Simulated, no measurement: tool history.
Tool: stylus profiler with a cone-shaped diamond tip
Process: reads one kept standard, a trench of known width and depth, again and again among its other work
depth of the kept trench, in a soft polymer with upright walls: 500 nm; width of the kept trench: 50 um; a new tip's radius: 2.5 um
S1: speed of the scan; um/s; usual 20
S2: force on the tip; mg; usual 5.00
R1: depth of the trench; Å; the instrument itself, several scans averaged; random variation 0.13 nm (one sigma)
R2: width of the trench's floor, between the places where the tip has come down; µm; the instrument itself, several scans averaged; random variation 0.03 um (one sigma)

run	hour	S1	S2	R1	R2
1	0.0	20	5.00	5099.8	46.39
2	21.3	20	5.00	5099.3	46.43
3	37.9	20	5.00	5097.9	46.41
4	51.0	20	5.00	5100.5	46.37
5	62.7	20	12.68	5189.0	46.45
6	79.3	20	12.68	5186.1	46.41
7	89.2	20	12.68	5184.7	46.43
8	100.1	20	12.68	5187.2	46.46
9	109.5	20	5.00	5097.5	46.34
10	129.1	20	1.69	5043.1	46.31
11	149.8	20	1.69	5045.7	46.30
12	160.0	77	1.69	5044.4	46.01
13	174.5	77	1.69	5046.4	45.98
14	183.7	26	1.69	5045.4	46.27
15	197.7	26	1.69	5044.8	46.27
16	218.6	26	1.69	5046.9	46.24
17	233.0	26	1.69	5046.0	46.25
18	254.9	26	1.69	5044.9	46.31
19	267.5	26	1.69	5046.1	46.21
20	286.6	26	1.87	5049.8	46.30
21	298.9	26	1.87	5047.7	46.24
22	315.7	26	1.87	5048.3	46.21
23	333.0	75	2.80	5066.6	46.05
24	344.7	72	1.94	5050.2	45.96
25	364.6	51	3.84	5080.9	46.14
26	385.6	20	6.85	5121.6	46.27
27	395.3	14	5.00	5097.8	46.26
28	415.3	14	5.00	5096.9	46.31
29	435.6	50	12.71	5185.8	46.17
30	454.2	50	4.01	5084.3	46.12
31	465.8	9	5.00	5097.0	46.28
32	482.6	25	3.01	5068.2	46.21
33	496.7	25	3.01	5068.9	46.19
34	516.5	8	7.07	5124.0	46.20
35	537.7	11	9.14	5149.0	46.23
36	550.9	22	6.80	5120.7	46.21
37	562.6	22	6.80	5119.8	46.20

Forecast each of these 3 alternatives for the next run:
A	584.2	52	2.88	?	?
B	584.2	31	4.89	?	?
C	584.2	18	6.00	?	?

run	R1	R2
A	5066.4	46.10
B	5097.3	46.13
C	5110.7	46.21
Without the tool's hidden state the same runs would have given:
run	R1	R2
A	5073.0	46.86
B	5103.9	46.89
C	5117.3	46.97
